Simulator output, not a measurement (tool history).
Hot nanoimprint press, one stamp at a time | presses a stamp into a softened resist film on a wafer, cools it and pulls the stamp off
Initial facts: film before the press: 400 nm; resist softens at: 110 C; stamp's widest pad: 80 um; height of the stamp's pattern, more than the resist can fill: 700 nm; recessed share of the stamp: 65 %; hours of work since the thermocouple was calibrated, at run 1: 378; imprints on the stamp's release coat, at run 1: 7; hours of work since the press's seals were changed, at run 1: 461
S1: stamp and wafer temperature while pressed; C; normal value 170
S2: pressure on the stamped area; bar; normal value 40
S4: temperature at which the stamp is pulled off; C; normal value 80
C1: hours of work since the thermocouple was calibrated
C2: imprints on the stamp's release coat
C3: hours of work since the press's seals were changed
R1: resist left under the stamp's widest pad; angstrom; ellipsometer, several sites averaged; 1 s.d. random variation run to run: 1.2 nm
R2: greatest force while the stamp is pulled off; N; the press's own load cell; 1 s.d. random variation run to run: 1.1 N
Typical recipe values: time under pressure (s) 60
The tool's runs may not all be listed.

{"run": 1, "day": 0.0, "S1": 170, "S2": 40, "time under pressure (s)": 60, "S4": 80, "C1": 378, "C2": 7, "C3": 461, "R1": 2076, "R2": 201}
{"run": 2, "day": 0.562, "S1": 170, "S2": 40, "time under pressure (s)": 60, "S4": 80, "C1": 386, "C2": 41, "C3": 469, "R1": 2097, "R2": 201}
{"run": 3, "day": 1.425, "S1": 170, "S2": 40, "time under pressure (s)": 60, "S4": 80, "C1": 397, "C2": 92, "C3": 481, "R1": 2091, "R2": 198}
{"run": 4, "day": 2.042, "S1": 170, "S2": 40, "time under pressure (s)": 60, "S4": 80, "C1": 406, "C2": 129, "C3": 489, "R1": 2088, "R2": 201}
{"run": 5, "day": 3.075, "S1": 170, "S2": 40, "time under pressure (s)": 60, "S4": 80, "C1": 420, "C2": 190, "C3": 503, "R1": 2085, "R2": 203}
{"run": 6, "day": 3.812, "S1": 170, "S2": 40, "time under pressure (s)": 60, "S4": 80, "C1": 430, "C2": 235, "C3": 514, "R1": 2081, "R2": 203}
{"run": 7, "day": 4.325, "S1": 170, "S2": 40, "time under pressure (s)": 60, "S4": 80, "C1": 437, "C2": 265, "C3": 521, "R1": 2066, "R2": 202}
{"run": 8, "day": 5.171, "S1": 170, "S2": 40, "time under pressure (s)": 60, "S4": 80, "C1": 449, "C2": 315, "C3": 532, "R1": 2076, "R2": 205}
{"day": 5.467, "done": "plate thermocouple calibrated"}
{"run": 9, "day": 5.733, "S1": 170, "S2": 40, "time under pressure (s)": 60, "S4": 80, "C1": 4, "C2": 342, "C3": 538, "R1": 2047, "R2": 202}
{"run": 10, "day": 6.512, "S1": 170, "S2": 40, "time under pressure (s)": 60, "S4": 80, "C1": 14, "C2": 388, "C3": 549, "R1": 2031, "R2": 203}
{"run": 11, "day": 7.217, "S1": 170, "S2": 40, "time under pressure (s)": 60, "S4": 80, "C1": 24, "C2": 430, "C3": 559, "R1": 2043, "R2": 203}
{"run": 12, "day": 7.775, "S1": 170, "S2": 40, "time under pressure (s)": 60, "S4": 80, "C1": 32, "C2": 463, "C3": 566, "R1": 2041, "R2": 204}
{"day": 8.883, "done": "plate thermocouple calibrated, once more"}
{"day": 9.133, "done": "stamp cleaned and given a new release coat"}
{"run": 13, "day": 9.188, "S1": 170, "S2": 40, "time under pressure (s)": 60, "S4": 80, "C1": 1, "C2": 3, "C3": 580, "R1": 2196, "R2": 204}
{"run": 14, "day": 10.221, "S1": 170, "S2": 40, "time under pressure (s)": 60, "S4": 80, "C1": 15, "C2": 65, "C3": 595, "R1": 2184, "R2": 206}
{"run": 15, "day": 11.208, "S1": 163, "S2": 51.1, "time under pressure (s)": 50, "S4": 70, "C1": 29, "C2": 124, "C3": 608, "R1": 2675, "R2": 243}
{"run": 16, "day": 11.862, "S1": 163, "S2": 51.1, "time under pressure (s)": 50, "S4": 70, "C1": 37, "C2": 162, "C3": 617, "R1": 2681, "R2": 248}
{"run": 17, "day": 12.917, "S1": 163, "S2": 32.8, "time under pressure (s)": 59, "S4": 84, "C1": 52, "C2": 226, "C3": 632, "R1": 2958, "R2": 193}
{"run": 18, "day": 13.354, "S1": 175, "S2": 27.3, "time under pressure (s)": 53, "S4": 79, "C1": 58, "C2": 252, "C3": 638, "R1": 2224, "R2": 209}
{"run": 19, "day": 14.308, "S1": 160, "S2": 50.7, "time under pressure (s)": 110, "S4": 75, "C1": 71, "C2": 309, "C3": 651, "R1": 2409, "R2": 229}
{"run": 20, "day": 14.767, "S1": 169, "S2": 59.1, "time under pressure (s)": 63, "S4": 66, "C1": 77, "C2": 336, "C3": 657, "R1": 1885, "R2": 268}
{"run": 21, "day": 15.283, "S1": 170, "S2": 46, "time under pressure (s)": 34, "S4": 82, "C1": 84, "C2": 367, "C3": 664, "R1": 2448, "R2": 199}
{"run": 22, "day": 15.858, "S1": 170, "S2": 46, "time under pressure (s)": 34, "S4": 82, "C1": 92, "C2": 401, "C3": 672, "R1": 2469, "R2": 203}
{"run": 23, "day": 16.517, "S1": 169, "S2": 33.5, "time under pressure (s)": 60, "S4": 80, "C1": 101, "C2": 440, "C3": 681, "R1": 2397, "R2": 208}
{"run": 24, "day": 17.358, "S1": 169, "S2": 47.9, "time under pressure (s)": 87, "S4": 80, "C1": 113, "C2": 490, "C3": 693, "R1": 1824, "R2": 212}
{"day": 18.138, "done": "stamp cleaned and given a new release coat"}
{"run": 25, "day": 18.25, "S1": 169, "S2": 47.9, "time under pressure (s)": 87, "S4": 80, "C1": 122, "C2": 7, "C3": 701, "R1": 1843, "R2": 202}
{"run": 26, "day": 18.862, "S1": 178, "S2": 40, "time under pressure (s)": 60, "S4": 69, "C1": 130, "C2": 43, "C3": 710, "R1": 1613, "R2": 244}
{"run": 27, "day": 19.529, "S1": 178, "S2": 40, "time under pressure (s)": 60, "S4": 69, "C1": 139, "C2": 83, "C3": 719, "R1": 1616, "R2": 247}
{"run": 28, "day": 20.379, "S1": 170, "S2": 33.9, "time under pressure (s)": 34, "S4": 84, "C1": 151, "C2": 133, "C3": 731, "R1": 2714, "R2": 189}

What differs in the tool's unlogged condition from the final listed run ahead of each entry between runs to the first listed run following it?
Logged between run 8 and run 9: plate thermocouple calibrated (day 5.467)
  true temperature over the reading, C: 1.79 -> 2.17; pressure that arrives at the usual setting, %: 96.49 -> 96.45; grip of the stamp's worn release coat, % over a new coat's: 2.1 -> 2.3
  measured value less the no-hidden-state value, R1: -106 -> -134 angstrom; R2: -3 -> -4 N
Logged between run 12 and run 13: plate thermocouple calibrated, once more (day 8.883); stamp cleaned and given a new release coat (day 9.133)
  true temperature over the reading, C: 2.26 -> 0.31; pressure that arrives at the usual setting, %: 96.27 -> 96.18; grip of the stamp's worn release coat, % over a new coat's: 3.1 -> 0
  measured value less the no-hidden-state value, R1: -139 -> +13 angstrom; R2: -2 -> -1 N
Logged between run 24 and run 25: stamp cleaned and given a new release coat (day 18.138)
  true temperature over the reading, C: 0.68 -> 0.72; pressure that arrives at the usual setting, %: 95.4 -> 95.34; grip of the stamp's worn release coat, % over a new coat's: 3.3 -> 0
  measured value less the no-hidden-state value, R1: -1 -> -2 angstrom; R2: +4 -> -3 N
